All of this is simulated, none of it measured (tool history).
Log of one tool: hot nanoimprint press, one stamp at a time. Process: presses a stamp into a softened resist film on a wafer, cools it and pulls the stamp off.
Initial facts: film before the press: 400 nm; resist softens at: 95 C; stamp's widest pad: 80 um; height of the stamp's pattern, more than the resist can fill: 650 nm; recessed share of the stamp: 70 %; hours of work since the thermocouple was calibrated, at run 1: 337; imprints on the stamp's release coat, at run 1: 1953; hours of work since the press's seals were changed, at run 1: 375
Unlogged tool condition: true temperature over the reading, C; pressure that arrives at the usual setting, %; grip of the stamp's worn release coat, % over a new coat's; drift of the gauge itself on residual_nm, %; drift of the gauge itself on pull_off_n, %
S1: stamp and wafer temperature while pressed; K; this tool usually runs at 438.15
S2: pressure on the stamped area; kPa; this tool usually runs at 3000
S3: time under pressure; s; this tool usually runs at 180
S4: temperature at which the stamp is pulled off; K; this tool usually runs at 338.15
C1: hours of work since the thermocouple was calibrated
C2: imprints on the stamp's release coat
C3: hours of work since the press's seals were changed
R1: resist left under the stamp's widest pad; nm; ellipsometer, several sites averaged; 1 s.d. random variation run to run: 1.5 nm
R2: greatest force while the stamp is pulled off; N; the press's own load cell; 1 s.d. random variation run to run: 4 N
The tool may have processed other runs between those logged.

| run | hour | S1 | S2 | S3 | S4 | C1 | C2 | C3 | R1 | R2 |
|---|---|---|---|---|---|---|---|---|---|---|
| 1 | 0 | 438.15 | 3000 | 180 | 338.15 | 337 | 1953 | 375 | 253.3 | 424 |
| 2 | 17.7 | 438.15 | 3000 | 180 | 338.15 | 345 | 2000 | 383 | 255.8 | 425 |
| 3 | 37 | 438.15 | 3000 | 180 | 338.15 | 355 | 2052 | 393 | 255.2 | 421 |
| 4 | 61 | 438.15 | 3000 | 180 | 338.15 | 366 | 2116 | 405 | 258.3 | 442 |
|  | 69.6 | stamp cleaned and given a new release coat |
| 5 | 87 | 438.15 | 3000 | 180 | 338.15 | 376 | 47 | 414 | 255.9 | 213 |
| 6 | 102.8 | 438.15 | 3000 | 180 | 338.15 | 384 | 89 | 422 | 256.4 | 206 |
| 7 | 126.3 | 438.15 | 3000 | 180 | 338.15 | 395 | 152 | 433 | 259.3 | 224 |
| 8 | 136.8 | 438.15 | 3000 | 180 | 338.15 | 400 | 180 | 439 | 260.2 | 231 |
| 9 | 153.3 | 438.15 | 3000 | 180 | 338.15 | 408 | 223 | 447 | 258.5 | 227 |
| 10 | 170.6 | 438.15 | 3000 | 180 | 338.15 | 417 | 269 | 455 | 258 | 228 |
|  | 175.3 | plate thermocouple calibrated |
| 11 | 187.7 | 438.15 | 3000 | 180 | 338.15 | 6 | 307 | 462 | 263 | 237 |
| 12 | 209.9 | 438.15 | 3000 | 180 | 338.15 | 17 | 366 | 473 | 259.8 | 245 |
| 13 | 229.6 | 438.15 | 3000 | 180 | 338.15 | 27 | 419 | 482 | 261.3 | 250 |
| 14 | 240.1 | 439.15 | 3000 | 180 | 338.15 | 32 | 447 | 488 | 253.5 | 250 |
| 15 | 253.6 | 440.15 | 3000 | 180 | 338.15 | 38 | 483 | 494 | 241.9 | 255 |
| 16 | 270.9 | 448.15 | 3000 | 180 | 340.15 | 47 | 529 | 503 | 170.2 | 249 |
| 17 | 289 | 448.15 | 3000 | 180 | 340.15 | 55 | 577 | 511 | 168.1 | 247 |
| 18 | 304.8 | 443.15 | 3000 | 180 | 331.15 | 63 | 619 | 519 | 211.9 | 318 |
|  | 311 | plate thermocouple calibrated, once more |
| 19 | 328.9 | 440.15 | 3000 | 160 | 338.15 | 9 | 675 | 529 | 230 | 259 |
| 20 | 342.3 | 438.15 | 1900 | 180 | 329.15 | 15 | 711 | 536 | 278.9 | 341 |
| 21 | 355.7 | 448.15 | 1910 | 300 | 336.15 | 22 | 747 | 542 | 153.4 | 282 |
| 22 | 371.2 | 438.15 | 4650 | 180 | 338.15 | 29 | 788 | 550 | 204.5 | 287 |
| 23 | 394.2 | 438.15 | 3000 | 91 | 345.15 | 41 | 850 | 561 | 289.2 | 227 |
| 24 | 413.5 | 438.15 | 3700 | 180 | 331.15 | 50 | 901 | 571 | 226.7 | 337 |
| 25 | 429.6 | 440.15 | 3670 | 141 | 332.15 | 58 | 944 | 579 | 223.2 | 337 |
| 26 | 446.6 | 438.15 | 3000 | 180 | 334.15 | 66 | 989 | 587 | 242.6 | 342 |
| 27 | 463.8 | 438.15 | 3000 | 180 | 334.15 | 75 | 1035 | 595 | 247.4 | 331 |
| 28 | 476.9 | 447.15 | 2710 | 180 | 338.15 | 81 | 1070 | 602 | 169.2 | 300 |
| 29 | 491.8 | 447.15 | 2710 | 180 | 338.15 | 88 | 1109 | 609 | 169.2 | 314 |

Predict each of these 3 candidate next runs independently; none follows another, all start after run 29:
| A | 503.7 | 438.15 | 3000 | 165 | 336.15 | 94 | 1141 | 615 | ? | ? |
| B | 503.7 | 447.15 | 4760 | 290 | 338.15 | 94 | 1141 | 615 | ? | ? |
| C | 503.7 | 435.15 | 3000 | 180 | 340.15 | 94 | 1141 | 615 | ? | ? |

| run | R1 | R2 |
|---|---|---|
| A | 253.6 | 341 |
| B | 106.5 | 323 |
| C | 275.5 | 291 |
Stripped of hidden state, with their random variation kept, the same runs would have yielded:
| run | R1 | R2 |
|---|---|---|
| A | 248.4 | 211 |
| B | 103.1 | 200 |
| C | 270.4 | 180 |
